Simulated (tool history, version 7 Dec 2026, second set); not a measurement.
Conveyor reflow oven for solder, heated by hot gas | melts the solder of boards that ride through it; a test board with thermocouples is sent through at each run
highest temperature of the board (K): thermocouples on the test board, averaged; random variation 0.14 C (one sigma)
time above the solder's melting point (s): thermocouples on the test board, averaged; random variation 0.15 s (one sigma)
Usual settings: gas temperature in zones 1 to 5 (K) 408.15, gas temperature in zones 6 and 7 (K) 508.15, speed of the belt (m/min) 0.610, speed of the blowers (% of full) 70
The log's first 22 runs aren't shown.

run,hour,gas temperature in zones 1 to 5 (K),gas temperature in zones 6 and 7 (K),speed of the belt (m/min),speed of the blowers (% of full),hours of work since the flux was cleaned out,hours of work since the belt drive was overhauled,hours of work since the thermocouples were changed,highest temperature of the board (K),time above the solder's melting point (s)
23,208.8,403.15,519.15,0.511,53,41,473,859,505.35,79.5
24,220.0,400.15,508.15,0.511,56,49,480,867,495.55,71.5
25,228.7,400.15,508.15,0.511,56,55,486,873,495.45,72.1
26,241.3,411.15,508.15,0.610,82,64,495,882,496.15,63.7
27,252.7,416.15,503.15,0.498,77,71,502,889,497.05,81.8
28,262.6,416.15,503.15,0.498,77,78,509,896,496.75,82.1
29,271.5,416.15,503.15,0.498,77,84,515,902,496.75,82.0
30,279.5,403.15,510.15,0.623,64,90,521,908,492.55,56.7

Forecast each of these 3 alternatives for the next run:
A,291.0,403.15,500.15,0.623,64,97,528,915,?,?
B,291.0,403.15,505.15,0.666,70,97,528,915,?,?
C,291.0,403.15,510.15,0.623,70,97,528,915,?,?

run,highest temperature of the board (K),time above the solder's melting point (s)
A,484.35,49.6
B,487.25,48.7
C,493.95,57.9
Without the tool's hidden state the same runs would have given:
run,highest temperature of the board (K),time above the solder's melting point (s)
A,482.45,47.6
B,485.55,47.0
C,492.15,56.3

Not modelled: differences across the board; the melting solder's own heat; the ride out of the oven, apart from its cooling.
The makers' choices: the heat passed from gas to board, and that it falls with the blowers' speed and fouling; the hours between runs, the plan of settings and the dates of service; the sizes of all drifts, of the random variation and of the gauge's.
